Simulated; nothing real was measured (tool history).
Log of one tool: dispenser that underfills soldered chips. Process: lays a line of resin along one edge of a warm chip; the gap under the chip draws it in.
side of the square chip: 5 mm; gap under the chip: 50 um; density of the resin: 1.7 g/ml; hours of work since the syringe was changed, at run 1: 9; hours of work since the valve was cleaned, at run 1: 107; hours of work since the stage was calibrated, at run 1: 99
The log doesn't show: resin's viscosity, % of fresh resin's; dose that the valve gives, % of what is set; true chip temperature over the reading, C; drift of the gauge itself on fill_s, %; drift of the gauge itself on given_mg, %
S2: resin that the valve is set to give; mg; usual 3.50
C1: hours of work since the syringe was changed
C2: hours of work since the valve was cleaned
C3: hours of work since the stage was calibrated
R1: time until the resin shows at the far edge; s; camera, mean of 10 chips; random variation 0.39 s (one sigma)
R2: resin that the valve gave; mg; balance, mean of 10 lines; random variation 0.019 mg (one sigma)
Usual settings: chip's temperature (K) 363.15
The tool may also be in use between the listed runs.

run 1 hour=0.0 | chip's_temperature_(K)=363.15 S2=3.50 | C1=9 C2=107 C3=99 | R1=53.8 R2=3.29
-- hour=2.4 new syringe of resin
run 2 hour=5.4 | chip's_temperature_(K)=363.15 S2=3.50 | C1=2 C2=111 C3=103 | R1=30.4 R2=3.27
run 3 hour=9.7 | chip's_temperature_(K)=363.15 S2=3.50 | C1=5 C2=114 C3=106 | R1=39.2 R2=3.30
run 4 hour=16.4 | chip's_temperature_(K)=363.15 S2=3.50 | C1=10 C2=119 C3=111 | R1=57.8 R2=3.26
-- hour=17.4 new syringe of resin
run 5 hour=20.6 | chip's_temperature_(K)=363.15 S2=3.50 | C1=2 C2=122 C3=114 | R1=31.0 R2=3.23
run 6 hour=25.3 | chip's_temperature_(K)=357.15 S2=3.50 | C1=6 C2=125 C3=117 | R1=50.2 R2=3.28
run 7 hour=29.2 | chip's_temperature_(K)=353.15 S2=3.35 | C1=9 C2=128 C3=120 | R1=72.9 R2=3.09
-- hour=32.4 new syringe of resin
run 8 hour=34.4 | chip's_temperature_(K)=367.15 S2=3.27 | C1=1 C2=132 C3=124 | R1=25.1 R2=3.04
run 9 hour=40.2 | chip's_temperature_(K)=372.15 S2=4.03 | C1=6 C2=136 C3=128 | R1=28.8 R2=3.71
-- hour=47.3 new syringe of resin
run 10 hour=47.3 | chip's_temperature_(K)=372.15 S2=4.03 | C1=0 C2=142 C3=133 | R1=18.5 R2=3.69
-- hour=51.7 dispensing valve cleaned and set on the balance
run 11 hour=53.2 | chip's_temperature_(K)=361.15 S2=3.82 | C1=4 C2=1 C3=137 | R1=36.4 R2=3.80
run 12 hour=57.1 | chip's_temperature_(K)=349.15 S2=3.68 | C1=7 C2=4 C3=140 | R1=71.4 R2=3.67

Hidden state at the last listed run before each entry between runs and at the first one after, where it differs:
Between runs 1 and 2: new syringe of resin (hour 2.4)
  resin's viscosity, % of fresh resin's: 205.6 -> 118.6; dose that the valve gives, % of what is set: 93.45 -> 93.24; true chip temperature over the reading, C: -0.47 -> -0.49
  measured less the result without the state, R1: +28.1 -> +5.4 s; R2: -0.23 -> -0.24 mg
Between runs 4 and 5: new syringe of resin (hour 17.4)
  resin's viscosity, % of fresh resin's: 222 -> 120.3; dose that the valve gives, % of what is set: 92.77 -> 92.61; true chip temperature over the reading, C: -0.55 -> -0.58
  measured less the result without the state, R1: +32.4 -> +6.0 s; R2: -0.25 -> -0.25 mg
Between runs 7 and 8: new syringe of resin (hour 32.4)
  resin's viscosity, % of fresh resin's: 196.5 -> 110.7; dose that the valve gives, % of what is set: 92.2 -> 91.99; true chip temperature over the reading, C: -0.62 -> -0.65
  measured less the result without the state, R1: +37.4 -> +3.3 s; R2: -0.26 -> -0.27 mg
Between runs 9 and 10: new syringe of resin (hour 47.3)
  resin's viscosity, % of fresh resin's: 154 -> 100; dose that the valve gives, % of what is set: 91.73 -> 91.41; true chip temperature over the reading, C: -0.69 -> -0.72
  measured less the result without the state, R1: +10.7 -> +0.5 s; R2: -0.33 -> -0.35 mg
Between runs 10 and 11: dispensing valve cleaned and set on the balance (hour 51.7)
  resin's viscosity, % of fresh resin's: 100 -> 132.2; dose that the valve gives, % of what is set: 91.41 -> 99.89; true chip temperature over the reading, C: -0.72 -> -0.75
  measured less the result without the state, R1: +0.5 -> +9.7 s; R2: -0.35 -> +0.00 mg
